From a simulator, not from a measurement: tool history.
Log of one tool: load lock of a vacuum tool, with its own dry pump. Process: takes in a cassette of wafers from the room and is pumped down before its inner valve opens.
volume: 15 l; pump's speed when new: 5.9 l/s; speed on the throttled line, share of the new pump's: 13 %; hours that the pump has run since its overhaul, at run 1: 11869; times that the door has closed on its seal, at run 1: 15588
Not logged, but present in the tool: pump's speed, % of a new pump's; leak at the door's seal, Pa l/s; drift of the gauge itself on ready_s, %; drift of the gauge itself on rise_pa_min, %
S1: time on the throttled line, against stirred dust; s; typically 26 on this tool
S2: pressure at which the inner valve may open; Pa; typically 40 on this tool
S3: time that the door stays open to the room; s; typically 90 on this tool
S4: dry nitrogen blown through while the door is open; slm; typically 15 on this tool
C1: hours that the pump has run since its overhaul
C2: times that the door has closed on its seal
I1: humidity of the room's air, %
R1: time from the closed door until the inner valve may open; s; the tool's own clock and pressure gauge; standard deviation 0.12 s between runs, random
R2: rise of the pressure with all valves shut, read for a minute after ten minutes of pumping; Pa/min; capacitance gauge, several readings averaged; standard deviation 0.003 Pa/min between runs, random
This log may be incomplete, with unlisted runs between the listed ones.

run      day  S1  S2   S3  S4     C1     C2    I1    R1     R2
  1        0  26  40   90  15  11869  15588  42.4  42.6  0.039
      11.517  -- dry pump taken out, an overhauled one fitted
  2   12.771  26  40   90  15     30  16805  43.5  42.3  0.046
  3   26.088  26  40  220  15    350  18098  43.9  42.4  0.058
  4   45.133  26  40  220  15    807  19948  43.7  42.5  0.059
  5   66.904  26  40  220  15   1329  22064    44  42.5  0.064
      69.433  -- door's seal changed, seat wiped
  6   79.408  26  40  220  15   1628    969  48.8  42.4  0.064
  7  110.171  26  40  220  15   2366   3958  45.2  42.4  0.065
  8  123.892  26  40  220  15   2695   5290  44.8  42.3  0.063
  9  150.917  26  40  220  15   3344   7916  47.4  42.4  0.061
 10  163.808  26  40  220  15   3653   9168  45.6  42.3  0.065
 11  193.783  26  40  220  15   4373  12080  47.3  42.5  0.066
 12   220.45  26  40  220  15   5013  14671  44.2  42.4  0.063
 13  246.908  26  40  220  15   5648  17241  45.5  42.5  0.066
 14  275.408  26  40  220  15   6332  20010  46.9  42.3  0.059
     298.783  -- door's seal changed, seat wiped
 15  302.458  26  34   60   9   6980    357  44.8  42.5  0.045
 16  316.996  26  34   60   9   7329   1770  43.5  42.6  0.043
 17  342.488  25  31   90  15   7940   4246  45.9  42.2  0.044
 18  358.992  18  40   81  15   8336   5850  39.5  35.5   0.04
 19  378.654  18  40   81  15   8808   7760  42.4  35.4  0.044
 20  402.029  15  79   47  29   9369  10030  41.9  31.2  0.026
 21  423.708  15  79   47  29   9890  12137  43.5  31.1  0.031
 22  447.258  31  40   90  41  10455  14425  44.2  46.6  0.031
 23  475.112  27  40   31  15  11123  17130  45.8  43.2  0.033
 24  491.171  34  40   31  15  11509  18691  43.7  49.2  0.036
     516.742  -- dry pump taken out, an overhauled one fitted
 25  520.121  16  35   31  15     81  21478  45.7    34  0.034
     527.146  -- door's seal changed, seat wiped
 26  540.342  16  79   31  15    565   1282  43.9  31.9  0.032
 27  569.433  45  61   35  35   1263   4108  41.5  57.7  0.024
 28  591.104  45  50   35  35   1783   6213  45.8  58.4  0.019

Consider 4 possible next runs. They are alternatives, not a sequence: every one starts from the tool as it was left by run 28. What does each give?
  A  620.171  18  80  35  35  2481  9037  43.6   ?   ?
  B  620.171  45  29  35  19  2481  9037  45.7   ?   ?
  C  620.171  18  50  35  17  2481  9037    45   ?   ?
  D  620.171  20  57  35   6  2481  9037  41.6   ?   ?

run    R1     R2
  A  33.6  0.024
  B  59.8  0.037
  C  34.9   0.03
  D  36.1  0.042
Without the tool's hidden state the same runs would have given:
run    R1     R2
  A  33.6  0.023
  B  59.8  0.036
  C  34.9  0.029
  D  36.1  0.041
